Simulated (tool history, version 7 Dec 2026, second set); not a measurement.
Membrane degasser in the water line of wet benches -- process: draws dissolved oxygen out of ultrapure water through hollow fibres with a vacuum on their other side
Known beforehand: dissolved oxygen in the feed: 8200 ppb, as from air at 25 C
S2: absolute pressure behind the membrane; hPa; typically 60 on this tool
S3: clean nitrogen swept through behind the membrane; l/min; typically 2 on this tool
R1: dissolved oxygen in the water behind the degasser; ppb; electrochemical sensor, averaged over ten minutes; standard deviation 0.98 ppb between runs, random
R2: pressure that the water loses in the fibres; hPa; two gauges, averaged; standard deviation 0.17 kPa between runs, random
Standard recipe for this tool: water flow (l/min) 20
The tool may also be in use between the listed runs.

{"run": 1, "hour": 0.0, "water flow (l/min)": 20, "S2": 60, "S3": 2, "R1": 105.2, "R2": 287}
{"run": 2, "hour": 279.7, "water flow (l/min)": 16, "S2": 60, "S3": 2, "R1": 67.9, "R2": 227.9}
{"hour": 483.0, "done": "vacuum gauge calibrated"}
{"run": 3, "hour": 488.7, "water flow (l/min)": 16, "S2": 60, "S3": 2, "R1": 64.6, "R2": 227.9}
{"run": 4, "hour": 783.8, "water flow (l/min)": 16, "S2": 60, "S3": 2, "R1": 64.2, "R2": 229}
{"run": 5, "hour": 1134.2, "water flow (l/min)": 16, "S2": 60, "S3": 2, "R1": 64.4, "R2": 231.3}
{"run": 6, "hour": 1289.7, "water flow (l/min)": 16, "S2": 60, "S3": 2, "R1": 65.3, "R2": 234.8}
{"run": 7, "hour": 1491.8, "water flow (l/min)": 16, "S2": 60, "S3": 2, "R1": 66.1, "R2": 230.4}
{"run": 8, "hour": 1658.3, "water flow (l/min)": 16, "S2": 47, "S3": 2, "R1": 40.7, "R2": 228.2}
{"hour": 1919.7, "done": "seals of the vacuum lines changed"}
{"run": 9, "hour": 1964.4, "water flow (l/min)": 16, "S2": 47, "S3": 2, "R1": 40, "R2": 229.1}
{"run": 10, "hour": 2169.7, "water flow (l/min)": 20, "S2": 60, "S3": 2, "R1": 104.6, "R2": 290.2}
{"run": 11, "hour": 2372.6, "water flow (l/min)": 24, "S2": 60, "S3": 2, "R1": 167.3, "R2": 346.2}
{"run": 12, "hour": 2719.5, "water flow (l/min)": 24, "S2": 60, "S3": 2, "R1": 165.6, "R2": 347.2}
{"run": 13, "hour": 2941.1, "water flow (l/min)": 24, "S2": 60, "S3": 2, "R1": 169.5, "R2": 346.5}
{"run": 14, "hour": 3151.9, "water flow (l/min)": 24, "S2": 60, "S3": 2, "R1": 166.3, "R2": 345.9}
{"run": 15, "hour": 3488.5, "water flow (l/min)": 24, "S2": 60, "S3": 2, "R1": 163.8, "R2": 348.1}
{"run": 16, "hour": 3763.6, "water flow (l/min)": 24, "S2": 60, "S3": 2, "R1": 169, "R2": 352.9}
{"run": 17, "hour": 3961.5, "water flow (l/min)": 20, "S2": 60, "S3": 3.07, "R1": 84.9, "R2": 291.2}
{"run": 18, "hour": 4220.4, "water flow (l/min)": 20, "S2": 60, "S3": 3.07, "R1": 87.5, "R2": 291.8}
{"run": 19, "hour": 4425.8, "water flow (l/min)": 28, "S2": 41.6, "S3": 2, "R1": 197.2, "R2": 410.2}
{"run": 20, "hour": 4608.6, "water flow (l/min)": 13, "S2": 39.9, "S3": 1.93, "R1": 17.2, "R2": 189.3}
{"run": 21, "hour": 4766.0, "water flow (l/min)": 21, "S2": 39.9, "S3": 1.93, "R1": 72.2, "R2": 304.7}
{"run": 22, "hour": 5091.0, "water flow (l/min)": 20, "S2": 60, "S3": 5.73, "R1": 67.3, "R2": 294.5}
{"run": 23, "hour": 5290.7, "water flow (l/min)": 20, "S2": 60, "S3": 5.73, "R1": 68.1, "R2": 292.3}
{"run": 24, "hour": 5614.7, "water flow (l/min)": 20, "S2": 38, "S3": 0.91, "R1": 75.2, "R2": 293.5}
{"run": 25, "hour": 5965.4, "water flow (l/min)": 20, "S2": 36.6, "S3": 1.15, "R1": 65.8, "R2": 294.6}
{"run": 26, "hour": 6164.7, "water flow (l/min)": 17, "S2": 148, "S3": 0.82, "R1": 523.1, "R2": 251.7}
{"run": 27, "hour": 6477.8, "water flow (l/min)": 17, "S2": 148, "S3": 0.82, "R1": 531.1, "R2": 251.3}

Below, some changes in R1 between adjacent runs. For each, the amount present without the hidden state too (settings, incoming material, random variation) and the amount remaining for the hidden state with gauge scatter not shared by both compared results:
Hidden state present: membrane still open, %; true pressure behind the membrane over the reading, kPa; air that leaks in behind the membrane, l/min; drift of the gauge itself on oxygen_ppb, %; drift of the gauge itself on loss_of_pressure_kpa, %.
Run 18 -> 19: water flow (l/min) 20 -> 28, S2 60 -> 41.6, S3 3.07 -> 2. R1 +109.7 ppb: hidden state +31, all else +78.7.
Run 19 -> 20: water flow (l/min) 28 -> 13, S2 41.6 -> 39.9, S3 2 -> 1.93. R1 -180 ppb: hidden state -44, all else -136.
Run 25 -> 26: water flow (l/min) 20 -> 17, S2 36.6 -> 148, S3 1.15 -> 0.82. R1 +457.3 ppb: hidden state -8.2, all else +465.5.

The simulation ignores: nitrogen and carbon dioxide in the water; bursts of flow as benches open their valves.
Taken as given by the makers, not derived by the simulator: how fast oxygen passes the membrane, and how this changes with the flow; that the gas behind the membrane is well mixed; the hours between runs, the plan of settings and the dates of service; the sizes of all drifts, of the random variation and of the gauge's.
